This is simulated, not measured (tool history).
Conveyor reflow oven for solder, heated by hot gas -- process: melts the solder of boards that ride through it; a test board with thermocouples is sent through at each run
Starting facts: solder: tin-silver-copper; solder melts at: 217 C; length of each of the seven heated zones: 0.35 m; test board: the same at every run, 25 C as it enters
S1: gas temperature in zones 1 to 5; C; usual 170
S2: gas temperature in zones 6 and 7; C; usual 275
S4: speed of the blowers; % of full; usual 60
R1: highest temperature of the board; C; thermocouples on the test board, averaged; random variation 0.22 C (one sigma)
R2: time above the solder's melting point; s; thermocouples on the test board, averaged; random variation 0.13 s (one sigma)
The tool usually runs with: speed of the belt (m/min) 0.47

Run 1, hour 0: usual settings. Result: R1 256.6 C, R2 68.4 s.
Run 2, hour 17.7: usual settings. Result: R1 256.4 C, R2 68.1 s.
Run 3, hour 44.4: usual settings. Result: R1 256.1 C, R2 68.4 s.
Run 4, hour 63.6: usual settings. Result: R1 256.3 C, R2 68.3 s.
Run 5, hour 83.4: usual settings but speed of the belt (m/min) 0.457. Result: R1 257.7 C, R2 71.1 s.
Run 6, hour 112.1: usual settings but speed of the belt (m/min) 0.457. Result: R1 257.2 C, R2 70.9 s.
Run 7, hour 138.4: usual settings but speed of the belt (m/min) 0.457. Result: R1 257.2 C, R2 71 s.
Run 8, hour 165.8: usual settings but speed of the belt (m/min) 0.457. Result: R1 257.6 C, R2 71.2 s.
Run 9, hour 194: usual settings but speed of the belt (m/min) 0.457. Result: R1 257.2 C, R2 71 s.
At hour 220.3: flux residue cleaned out of gas plates and filters.
Run 10, hour 229.9: usual settings. Result: R1 256.4 C, R2 68 s.
Run 11, hour 256.7: usual settings but speed of the belt (m/min) 0.532. Result: R1 251.8 C, R2 55.7 s.
Run 12, hour 284.5: usual settings but speed of the belt (m/min) 0.532. Result: R1 252 C, R2 55.8 s.
Run 13, hour 320.7: usual settings but speed of the belt (m/min) 0.532. Result: R1 251.8 C, R2 55.9 s.
Run 14, hour 362.3: usual settings but speed of the belt (m/min) 0.532. Result: R1 251.7 C, R2 55.7 s.
Run 15, hour 388.7: usual settings but S2 276 C, speed of the belt (m/min) 0.532. Result: R1 252.9 C, R2 56.4 s.
Run 16, hour 408.3: usual settings but S2 276 C, speed of the belt (m/min) 0.532. Result: R1 252.8 C, R2 56.5 s.
Run 17, hour 436.5: usual settings but S2 276 C, speed of the belt (m/min) 0.532. Result: R1 252.7 C, R2 56.6 s.
Run 18, hour 457.4: usual settings but S2 276 C, speed of the belt (m/min) 0.532. Result: R1 252.6 C, R2 56.3 s.
Run 19, hour 485.5: usual settings but S1 182 C, S4 63 % of full. Result: R1 260 C, R2 75.9 s.
Run 20, hour 516.3: usual settings but S1 182 C, S2 268 C, S4 70 % of full. Result: R1 255.6 C, R2 73.6 s.
At hour 536.3: flux residue cleaned out of gas plates and filters.
At hour 547.3: belt drive overhauled, speed set with a stopwatch.
Run 21, hour 558.8: usual settings but S1 182 C, S2 283 C, speed of the belt (m/min) 0.551, S4 70 % of full. Result: R1 263.5 C, R2 66.5 s.
Run 22, hour 584.2: usual settings but S1 182 C, S2 269 C, speed of the belt (m/min) 0.409, S4 70 % of full. Result: R1 259.7 C, R2 88.6 s.
At hour 604.4: thermocouples of zones 6 and 7 changed.
Run 23, hour 627.7: usual settings but S1 182 C, S2 269 C, speed of the belt (m/min) 0.409, S4 70 % of full. Result: R1 259.8 C, R2 88.8 s.
Run 24, hour 655.2: usual settings but S1 182 C, S2 269 C, speed of the belt (m/min) 0.409, S4 70 % of full. Result: R1 260.1 C, R2 88.8 s.
Run 25, hour 675: usual settings but S1 182 C, S2 269 C, speed of the belt (m/min) 0.409, S4 70 % of full. Result: R1 260.2 C, R2 88.8 s.
Run 26, hour 697.3: usual settings but S1 166 C, S2 284 C. Result: R1 263.7 C, R2 71.7 s.
Run 27, hour 733.2: usual settings but S2 271 C, speed of the belt (m/min) 0.532, S4 59 % of full. Result: R1 247.7 C, R2 52.6 s.
Run 28, hour 751.6: usual settings but S1 177 C, S2 288 C, speed of the belt (m/min) 0.419. Result: R1 273 C, R2 91.4 s.
Run 29, hour 786.9: usual settings but S1 156 C, S4 65 % of full. Result: R1 256.2 C, R2 63.4 s.

Here are 5 independent what-if runs from the current tool condition. What would each one return?
Run A, hour 830.6: usual settings but S1 174 C, speed of the belt (m/min) 0.464, S4 57 % of full. Result: R1 ?, R2 ?.
Run B, hour 830.6: usual settings but S1 156 C, S2 271 C, speed of the belt (m/min) 0.473, S4 51 % of full. Result: R1 ?, R2 ?.
Run C, hour 830.6: usual settings but S2 270 C. Result: R1 ?, R2 ?.
Run D, hour 830.6: usual settings but speed of the belt (m/min) 0.451. Result: R1 ?, R2 ?.
Run E, hour 830.6: usual settings but speed of the belt (m/min) 0.419. Result: R1 ?, R2 ?.

run     R1    R2
  A  256.5  70.5
  B    246  51.7
  C  252.5  64.6
  D  258.1  72.3
  E  260.6  80.5
Stripped of hidden state, with their random variation kept, the same runs would have yielded:
run     R1    R2
  A  256.5  70.5
  B    246  51.8
  C  252.5  64.7
  D  258.1  72.4
  E  260.6  80.5
